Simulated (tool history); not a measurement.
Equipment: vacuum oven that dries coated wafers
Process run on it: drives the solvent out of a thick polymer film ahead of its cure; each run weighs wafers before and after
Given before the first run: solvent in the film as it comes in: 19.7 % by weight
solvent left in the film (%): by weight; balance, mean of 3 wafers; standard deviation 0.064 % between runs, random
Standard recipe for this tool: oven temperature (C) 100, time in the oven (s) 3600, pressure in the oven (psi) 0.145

{"run": 1, "hour": 0.0, "oven temperature (C)": 100, "time in the oven (s)": 3600, "pressure in the oven (psi)": 0.145, "solvent left in the film (%)": 4.68}
{"run": 2, "hour": 43.3, "oven temperature (C)": 100, "time in the oven (s)": 3600, "pressure in the oven (psi)": 0.145, "solvent left in the film (%)": 4.55}
{"run": 3, "hour": 95.3, "oven temperature (C)": 100, "time in the oven (s)": 3600, "pressure in the oven (psi)": 0.145, "solvent left in the film (%)": 4.63}
{"run": 4, "hour": 136.5, "oven temperature (C)": 100, "time in the oven (s)": 3600, "pressure in the oven (psi)": 0.145, "solvent left in the film (%)": 4.67}
{"run": 5, "hour": 188.0, "oven temperature (C)": 100, "time in the oven (s)": 3600, "pressure in the oven (psi)": 0.145, "solvent left in the film (%)": 4.7}
{"run": 6, "hour": 214.8, "oven temperature (C)": 100, "time in the oven (s)": 3600, "pressure in the oven (psi)": 0.145, "solvent left in the film (%)": 4.66}
{"run": 7, "hour": 259.2, "oven temperature (C)": 86, "time in the oven (s)": 3720, "pressure in the oven (psi)": 0.564, "solvent left in the film (%)": 13.65}
{"run": 8, "hour": 305.8, "oven temperature (C)": 113, "time in the oven (s)": 3600, "pressure in the oven (psi)": 0.218, "solvent left in the film (%)": 1.89}
{"run": 9, "hour": 342.0, "oven temperature (C)": 113, "time in the oven (s)": 3600, "pressure in the oven (psi)": 0.218, "solvent left in the film (%)": 1.93}
{"run": 10, "hour": 377.3, "oven temperature (C)": 101, "time in the oven (s)": 5700, "pressure in the oven (psi)": 0.357, "solvent left in the film (%)": 4.37}
{"run": 11, "hour": 410.3, "oven temperature (C)": 111, "time in the oven (s)": 5340, "pressure in the oven (psi)": 0.148, "solvent left in the film (%)": 1.27}
{"run": 12, "hour": 458.5, "oven temperature (C)": 111, "time in the oven (s)": 5340, "pressure in the oven (psi)": 0.148, "solvent left in the film (%)": 1.36}

Difference, measured minus no-hidden-state, one row per run. Run-to-run variation is common to both terms; the gauge's own scatter need not be:
Unlogged tool condition in this case: true wafer temperature over the reading, C; true pressure over the reading, kPa; drift of the gauge itself on solvent_pct, %.
run=1 solvent_left_in_the_film_(%)=+0.51
run=2 solvent_left_in_the_film_(%)=+0.52
run=3 solvent_left_in_the_film_(%)=+0.55
run=4 solvent_left_in_the_film_(%)=+0.58
run=5 solvent_left_in_the_film_(%)=+0.61
run=6 solvent_left_in_the_film_(%)=+0.62
run=7 solvent_left_in_the_film_(%)=+0.74
run=8 solvent_left_in_the_film_(%)=+0.36
run=9 solvent_left_in_the_film_(%)=+0.38
run=10 solvent_left_in_the_film_(%)=+0.62
run=11 solvent_left_in_the_film_(%)=+0.35
run=12 solvent_left_in_the_film_(%)=+0.36

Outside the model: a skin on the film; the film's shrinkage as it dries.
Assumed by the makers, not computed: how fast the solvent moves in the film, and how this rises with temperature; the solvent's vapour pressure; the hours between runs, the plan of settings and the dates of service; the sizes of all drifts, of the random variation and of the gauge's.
